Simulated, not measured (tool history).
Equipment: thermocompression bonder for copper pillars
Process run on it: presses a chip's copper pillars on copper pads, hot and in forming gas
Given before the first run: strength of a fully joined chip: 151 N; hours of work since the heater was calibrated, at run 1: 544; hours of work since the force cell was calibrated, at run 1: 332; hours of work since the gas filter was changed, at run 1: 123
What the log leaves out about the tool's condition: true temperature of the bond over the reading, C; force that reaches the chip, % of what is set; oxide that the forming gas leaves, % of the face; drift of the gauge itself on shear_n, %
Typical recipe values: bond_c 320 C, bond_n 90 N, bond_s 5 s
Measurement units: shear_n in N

| run | hour | bond_c | bond_n | bond_s | hours of work since the heater was calibrated | hours of work since the force cell was calibrated | hours of work since the gas filter was changed | shear_n |
|---|---|---|---|---|---|---|---|---|
| 1 | 0 | 320 | 90 | 5 | 544 | 332 | 123 | 67.4 |
| 2 | 13.5 | 320 | 90 | 5 | 553 | 340 | 131 | 68 |
|  | 16.3 | heater calibrated with a thermocouple chip |
| 3 | 26.4 | 320 | 104 | 5 | 6 | 346 | 138 | 73.4 |
| 4 | 40.3 | 320 | 130 | 5 | 15 | 355 | 146 | 84.5 |
| 5 | 48 | 320 | 130 | 5 | 19 | 360 | 151 | 84 |
| 6 | 64.5 | 320 | 90 | 5 | 29 | 370 | 161 | 67.4 |
| 7 | 72.4 | 320 | 90 | 5 | 34 | 374 | 166 | 65.6 |
| 8 | 80.5 | 320 | 90 | 9 | 39 | 379 | 171 | 82.9 |
| 9 | 94.2 | 320 | 62 | 5 | 48 | 388 | 179 | 50.3 |
| 10 | 102.3 | 295 | 90 | 5 | 53 | 393 | 184 | 48.6 |
| 11 | 117.3 | 295 | 90 | 5 | 62 | 402 | 193 | 50.3 |
| 12 | 130.3 | 345 | 99 | 10 | 70 | 410 | 201 | 108.4 |
| 13 | 137.8 | 307 | 115 | 10 | 74 | 414 | 206 | 87.1 |
| 14 | 149.9 | 307 | 115 | 10 | 82 | 422 | 213 | 88.7 |
| 15 | 161.9 | 337 | 121 | 8 | 89 | 429 | 221 | 106.7 |

What if the next run were any one of these 5? Each begins from the tool's condition after run 15:
| A | 171.3 | 297 | 109 | 8 | 95 | 435 | 226 | ? |
| B | 171.3 | 320 | 97 | 14 | 95 | 435 | 226 | ? |
| C | 171.3 | 294 | 58 | 3 | 95 | 435 | 226 | ? |
| D | 171.3 | 294 | 121 | 8 | 95 | 435 | 226 | ? |
| E | 171.3 | 296 | 90 | 5 | 95 | 435 | 226 | ? |

| run | shear_n |
|---|---|
| A | 70.7 |
| B | 96.3 |
| C | 27.2 |
| D | 71.5 |
| E | 51.6 |
Take away the tool's hidden state, keep each run's random variation, and the runs would have read:
| run | shear_n |
|---|---|
| A | 70.6 |
| B | 96.2 |
| C | 27.1 |
| D | 71.4 |
| E | 51.5 |
